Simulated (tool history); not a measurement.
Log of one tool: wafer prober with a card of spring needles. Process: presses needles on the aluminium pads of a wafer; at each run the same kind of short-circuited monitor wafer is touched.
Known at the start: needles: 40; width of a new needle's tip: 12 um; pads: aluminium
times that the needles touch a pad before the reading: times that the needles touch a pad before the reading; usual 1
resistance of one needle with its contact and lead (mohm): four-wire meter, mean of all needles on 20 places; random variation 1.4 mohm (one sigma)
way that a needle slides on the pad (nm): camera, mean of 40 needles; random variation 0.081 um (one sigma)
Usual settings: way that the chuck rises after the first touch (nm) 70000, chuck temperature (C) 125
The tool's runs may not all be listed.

run   hour  way that the chuck rises after the first touch (nm)  chuck temperature (C)  times that the needles touch a pad before the reading  resistance of one needle with its contact and lead (mohm)  way that a needle slides on the pad (nm)
  1      0                                                70000                    125                                                      1                                                        143                                     12950
       2.8  -- tips cleaned on abrasive film
       8.4  -- tips cleaned on abrasive film
      15.3  -- tips cleaned on abrasive film
      22.3  -- tips cleaned on abrasive film
      29.2  -- tips cleaned on abrasive film
      36.2  -- tips cleaned on abrasive film
      43.1  -- tips cleaned on abrasive film
        50  -- tips cleaned on abrasive film
  2   50.3                                                70000                    125                                                      1                                                        134                                     12900
      55.9  -- tips cleaned on abrasive film
      61.5  -- tips cleaned on abrasive film
      68.4  -- tips cleaned on abrasive film
        74  -- tips cleaned on abrasive film
      80.9  -- tips cleaned on abrasive film
      86.5  -- tips cleaned on abrasive film
      92.1  -- tips cleaned on abrasive film
  3   93.1                                                70000                    125                                                      1                                                        139                                     12700
      98.7  -- tips cleaned on abrasive film
     105.6  -- tips cleaned on abrasive film
     112.5  -- tips cleaned on abrasive film
  4  114.7                                                70000                     71                                                      1                                                        134                                     12670
       119  -- tips cleaned on abrasive film
     125.9  -- tips cleaned on abrasive film
     132.8  -- tips cleaned on abrasive film
     139.8  -- tips cleaned on abrasive film
     145.3  -- tips cleaned on abrasive film
     152.3  -- tips cleaned on abrasive film
  5  157.7                                                70000                     71                                                      1                                                        142                                     12570
     159.2  -- tips cleaned on abrasive film
     164.8  -- tips cleaned on abrasive film
     170.3  -- tips cleaned on abrasive film
     177.3  -- tips cleaned on abrasive film
     184.2  -- tips cleaned on abrasive film
     191.1  -- tips cleaned on abrasive film
  6  194.2                                                70000                    125                                                      2                                                        142                                     12420
       197  -- tips cleaned on abrasive film
       204  -- tips cleaned on abrasive film
     210.9  -- tips cleaned on abrasive film
     217.8  -- tips cleaned on abrasive film
     223.4  -- tips cleaned on abrasive film
     230.3  -- tips cleaned on abrasive film
     237.3  -- tips cleaned on abrasive film
  7  238.2                                                53000                    125                                                      1                                                        147                                      9040
     243.8  -- tips cleaned on abrasive film
     250.7  -- tips cleaned on abrasive film
     257.7  -- tips cleaned on abrasive film
     264.6  -- tips cleaned on abrasive film
     271.5  -- tips cleaned on abrasive film
     277.1  -- tips cleaned on abrasive film
  8  282.5                                                53000                    125                                                      1                                                        174                                      8890
       284  -- tips cleaned on abrasive film
     290.9  -- tips cleaned on abrasive film
     297.8  -- tips cleaned on abrasive film
     302.2  -- height of the first contact set anew
     303.7  -- tips cleaned on abrasive film
     309.3  -- tips cleaned on abrasive film
  9    310                                                51000                    125                                                      1                                                        146                                      9550
     315.6  -- tips cleaned on abrasive film
     322.5  -- tips cleaned on abrasive film
     328.1  -- tips cleaned on abrasive film
     335.1  -- tips cleaned on abrasive film
     340.6  -- tips cleaned on abrasive film
     347.6  -- tips cleaned on abrasive film
     354.3  -- tips cleaned on abrasive film
 10  354.3                                                70000                    125                                                      1                                                        133                                     12860
     361.2  -- tips cleaned on abrasive film
     368.2  -- tips cleaned on abrasive film
     375.1  -- tips cleaned on abrasive film
     382.1  -- tips cleaned on abrasive film
       389  -- tips cleaned on abrasive film
 11  390.8                                                70000                    125                                                      1                                                        142                                     12620
       395  -- tips cleaned on abrasive film
     400.6  -- tips cleaned on abrasive film
     407.5  -- tips cleaned on abrasive film
 12  412.8                                                54000                     59                                                      1                                                        166                                      9750
     414.3  -- tips cleaned on abrasive film
     421.2  -- tips cleaned on abrasive film
     433.2  -- card fitted with new needles
     438.8  -- tips cleaned on abrasive film
     445.7  -- tips cleaned on abrasive film
     451.3  -- tips cleaned on abrasive film
 13  453.8                                                54000                     43                                                      2                                                        118                                     10020
       458  -- tips cleaned on abrasive film
       465  -- tips cleaned on abrasive film
     471.9  -- tips cleaned on abrasive film
     478.8  -- tips cleaned on abrasive film
     485.8  -- tips cleaned on abrasive film
     492.7  -- tips cleaned on abrasive film
     498.7  -- tips cleaned on abrasive film
 14  498.7                                                52000                    106                                                      2                                                        126                                      9500
     505.7  -- tips cleaned on abrasive film
     511.2  -- tips cleaned on abrasive film
     518.2  -- tips cleaned on abrasive film
     525.1  -- tips cleaned on abrasive film
     532.1  -- tips cleaned on abrasive film
       539  -- tips cleaned on abrasive film
 15  539.7                                                52000                    106                                                      2                                                        128                                      9390
     545.3  -- tips cleaned on abrasive film
     552.2  -- tips cleaned on abrasive film
     559.2  -- tips cleaned on abrasive film
     566.1  -- tips cleaned on abrasive film
 16  570.1                                                52000                    106                                                      2                                                        135                                      9260
     572.9  -- tips cleaned on abrasive film
     578.5  -- tips cleaned on abrasive film
     585.4  -- tips cleaned on abrasive film
     592.4  -- tips cleaned on abrasive film
     599.3  -- tips cleaned on abrasive film
 17  602.6                                                52000                    106                                                      2                                                        135                                      9230
     605.4  -- tips cleaned on abrasive film
       611  -- tips cleaned on abrasive film
     617.9  -- tips cleaned on abrasive film
     623.5  -- tips cleaned on abrasive film
 18    625                                                63000                    125                                                      1                                                        131                                     11170
     629.2  -- tips cleaned on abrasive film
     636.1  -- tips cleaned on abrasive film
     641.7  -- tips cleaned on abrasive film
     648.6  -- tips cleaned on abrasive film
 19  651.3                                                51000                     37                                                      2                                                        125                                      8870
     655.5  -- tips cleaned on abrasive film
     661.1  -- tips cleaned on abrasive film
       668  -- tips cleaned on abrasive film
     674.9  -- tips cleaned on abrasive film
     680.5  -- tips cleaned on abrasive film
     687.4  -- tips cleaned on abrasive film
     693.2  -- tips cleaned on abrasive film
 20  693.2                                                67000                    125                                                      2                                                        126                                     11700
     700.1  -- tips cleaned on abrasive film
     705.7  -- tips cleaned on abrasive film
     712.7  -- tips cleaned on abrasive film
     719.6  -- tips cleaned on abrasive film
     725.2  -- tips cleaned on abrasive film
     732.1  -- tips cleaned on abrasive film
     737.7  -- tips cleaned on abrasive film
     739.3  -- height of the first contact set anew
 21  741.6                                                69000                     47                                                      1                                                        124                                     12740
     744.4  -- tips cleaned on abrasive film
       750  -- tips cleaned on abrasive film
     756.9  -- tips cleaned on abrasive film
     762.5  -- tips cleaned on abrasive film
     769.4  -- tips cleaned on abrasive film
       775  -- tips cleaned on abrasive film
     780.6  -- tips cleaned on abrasive film
     787.5  -- tips cleaned on abrasive film
 22  792.3                                                62000                     62                                                      3                                                        124                                     11330

4 ways to go on from here, each from the tool as it stands after run 22. What would each give?
     793.8  -- tips cleaned on abrasive film
     800.7  -- tips cleaned on abrasive film
     807.7  -- tips cleaned on abrasive film
     813.3  -- tips cleaned on abrasive film
  A  816.5                                                88000                     36                                                      2                                                          ?                                         ?
     793.8  -- tips cleaned on abrasive film
     800.7  -- tips cleaned on abrasive film
     807.7  -- tips cleaned on abrasive film
     813.3  -- tips cleaned on abrasive film
  B  816.5                                                57000                    117                                                      1                                                          ?                                         ?
     793.8  -- tips cleaned on abrasive film
     800.7  -- tips cleaned on abrasive film
     807.7  -- tips cleaned on abrasive film
     813.3  -- tips cleaned on abrasive film
  C  816.5                                                62000                     27                                                      3                                                          ?                                         ?
     793.8  -- tips cleaned on abrasive film
     800.7  -- tips cleaned on abrasive film
     807.7  -- tips cleaned on abrasive film
     813.3  -- tips cleaned on abrasive film
  D  816.5                                                76000                     50                                                      1                                                          ?                                         ?

run  resistance of one needle with its contact and lead (mohm)  way that a needle slides on the pad (nm)
  A                                                        117                                     16080
  B                                                        140                                     10250
  C                                                        117                                     11280
  D                                                        121                                     13730
Without the tool's hidden state the same runs would have given:
run  resistance of one needle with its contact and lead (mohm)  way that a needle slides on the pad (nm)
  A                                                        114                                     16340
  B                                                        129                                     10520
  C                                                        112                                     11550
  D                                                        115                                     14000
